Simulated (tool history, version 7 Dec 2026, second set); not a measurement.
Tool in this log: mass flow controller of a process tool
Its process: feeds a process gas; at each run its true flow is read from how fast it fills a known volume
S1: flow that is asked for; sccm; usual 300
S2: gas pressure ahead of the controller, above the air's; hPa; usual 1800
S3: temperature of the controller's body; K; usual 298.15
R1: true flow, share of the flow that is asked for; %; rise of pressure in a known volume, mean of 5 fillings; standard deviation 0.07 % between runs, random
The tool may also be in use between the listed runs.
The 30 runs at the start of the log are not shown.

run 31 hour=2912 | S1=314 S2=1790 S3=311.15 | R1=98.81
run 32 hour=3016.1 | S1=898 S2=1720 S3=298.15 | R1=100.77
run 33 hour=3133.6 | S1=105 S2=1750 S3=307.15 | R1=99.36
run 34 hour=3230 | S1=105 S2=1750 S3=307.15 | R1=99.6
run 35 hour=3321.2 | S1=105 S2=1750 S3=307.15 | R1=99.63
run 36 hour=3418.2 | S1=300 S2=1800 S3=293.15 | R1=99.77
run 37 hour=3478.7 | S1=300 S2=1670 S3=294.15 | R1=99.83
run 38 hour=3613 | S1=300 S2=1670 S3=295.15 | R1=99.8
run 39 hour=3708.6 | S1=300 S2=1790 S3=295.15 | R1=99.76
run 40 hour=3826 | S1=683 S2=2690 S3=297.15 | R1=100.05
run 41 hour=3921.9 | S1=300 S2=2250 S3=297.15 | R1=99.71
run 42 hour=4017.4 | S1=300 S2=1650 S3=297.15 | R1=99.77
run 43 hour=4102.2 | S1=300 S2=1650 S3=297.15 | R1=99.97
run 44 hour=4194.9 | S1=300 S2=1670 S3=301.15 | R1=99.94
run 45 hour=4256.8 | S1=765 S2=1670 S3=305.15 | R1=100.52
run 46 hour=4350.9 | S1=167 S2=2760 S3=297.15 | R1=99.97
run 47 hour=4408.3 | S1=300 S2=2730 S3=312.15 | R1=98.97

Forecast each of these 4 alternatives for the next run:
run A hour=4481.5 | S1=300 S2=2220 S3=312.15 | R1=?
run B hour=4481.5 | S1=169 S2=2720 S3=302.15 | R1=?
run C hour=4481.5 | S1=300 S2=1690 S3=308.15 | R1=?
run D hour=4481.5 | S1=336 S2=1810 S3=300.15 | R1=?

run=A R1=99.35
run=B R1=99.79
run=C R1=99.68
run=D R1=99.97
Without the tool's hidden state the same runs would have given:
run=A R1=97.53
run=B R1=97.32
run=C R1=97.86
run=D R1=98.25
